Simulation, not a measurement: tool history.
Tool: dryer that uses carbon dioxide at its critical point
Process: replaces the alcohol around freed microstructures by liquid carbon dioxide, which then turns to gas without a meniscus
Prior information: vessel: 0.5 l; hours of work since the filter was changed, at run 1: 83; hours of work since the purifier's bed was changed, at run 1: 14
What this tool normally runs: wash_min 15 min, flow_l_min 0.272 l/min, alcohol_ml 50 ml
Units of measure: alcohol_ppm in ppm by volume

run,day,wash_min,flow_l_min,alcohol_ml,hours of work since the filter was changed,hours of work since the purifier's bed was changed,alcohol_ppm
1,0,15,0.272,50,83,14,165
2,0.275,15,0.272,50,87,18,163
3,0.692,15,0.272,50,94,25,175
4,0.925,15,0.272,50,97,28,177
5,1.146,15,0.272,50,101,32,176
6,1.521,15,0.272,50,106,37,177
7,1.692,15,0.272,50,109,40,177
8,2.088,15,0.272,50,115,46,192
9,2.421,15,0.272,50,120,51,183
10,2.708,15,0.272,50,125,56,180
11,3.092,15,0.272,50,131,61,182
12,3.358,15,0.305,50,135,65,96
13,3.725,15,0.272,50,140,71,192
14,3.908,15,0.272,50,143,74,188
15,4.221,15,0.272,50,148,79,200
16,4.638,15,0.272,50,154,85,206
17,5.05,23,0.462,50,161,91,27
18,5.417,23,0.462,93,166,97,29
19,5.621,11,0.272,50,169,100,996
20,5.858,19,0.334,50,173,104,25
21,6.246,19,0.334,50,179,110,34
22,6.45,13,0.393,50,182,113,65
23,6.746,16,0.343,50,187,117,39
24,7.004,16,0.247,58,191,121,301
25,7.246,14,0.272,41,194,125,253
26,7.562,19,0.306,84,199,130,50
27,7.788,20,0.174,50,203,133,544
28,8.021,17,0.272,50,206,137,111
29,8.262,15,0.188,50,210,141,1447
30,8.433,15,0.188,50,212,143,1419

Below are 4 alternative next runs, each starting from the tool's condition after run 30. Predict each:
A,8.754,11,0.276,25,217,148,?
B,8.754,15,0.272,99,217,148,?
C,8.754,14,0.251,27,217,148,?
D,8.754,15,0.188,59,217,148,?

run,alcohol_ppm
A,494
B,411
C,280
D,1672
Without the tool's hidden state the same runs would have given:
run,alcohol_ppm
A,379
B,293
C,198
D,1364
